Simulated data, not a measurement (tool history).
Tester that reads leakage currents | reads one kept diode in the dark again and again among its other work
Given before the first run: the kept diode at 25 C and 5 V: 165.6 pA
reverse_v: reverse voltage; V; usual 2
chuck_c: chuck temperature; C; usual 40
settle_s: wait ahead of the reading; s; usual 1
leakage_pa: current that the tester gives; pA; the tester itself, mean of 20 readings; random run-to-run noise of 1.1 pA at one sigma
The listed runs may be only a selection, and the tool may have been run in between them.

run   hour  reverse_v  chuck_c  settle_s  leakage_pa
  1      0          2       40         1      355.37
  2   19.3          2       40         1      357.27
  3   33.4          2       49         1      708.21
  4   56.3          2       49         1       707.5
  5   80.2          2       49         1      705.41
  6  107.2          2       49         1      705.83
  7  135.1          2       43         1      447.93
  8  153.4          2       43         1      449.76
  9  173.8          2       43         1      447.88
 10  191.8          2       43         1       447.9
 11  221.6          2       43         1      447.92
 12  243.6      18.97       40         1     1112.81
 13  263.2      11.68       46      0.33     1380.72
 14  287.9      12.16       40         1      891.05
 15  302.2       4.28       28       6.9      197.53
 16  326.2      11.41       23         1      212.08
 17  351.6      11.41       23         1      212.71
 18  381.4       1.79       30      0.55      149.46
 19  410.9        2.5       49      0.88      789.39
 20    429       4.95       49      0.78     1119.21
 21  456.8       4.95       21      1.11      115.55
 22  477.1       4.95       21      1.11      116.64
 23  498.9       4.95       21      1.11      116.69

4 ways to go on from here, each from the tool as it stands after run 23. What would each give?
  A  525.5      14.56       40      1.67           ?
  B  525.5          2       25      2.88           ?
  C  525.5       3.23       37      9.52           ?
  D  525.5          2       35      0.78           ?

run  leakage_pa
  A      969.35
  B      103.52
  C      355.28
  D      238.41
What these runs would have given with no unlogged condition in the tool:
run  leakage_pa
  A      976.84
  B      104.37
  C      358.38
  D      240.54
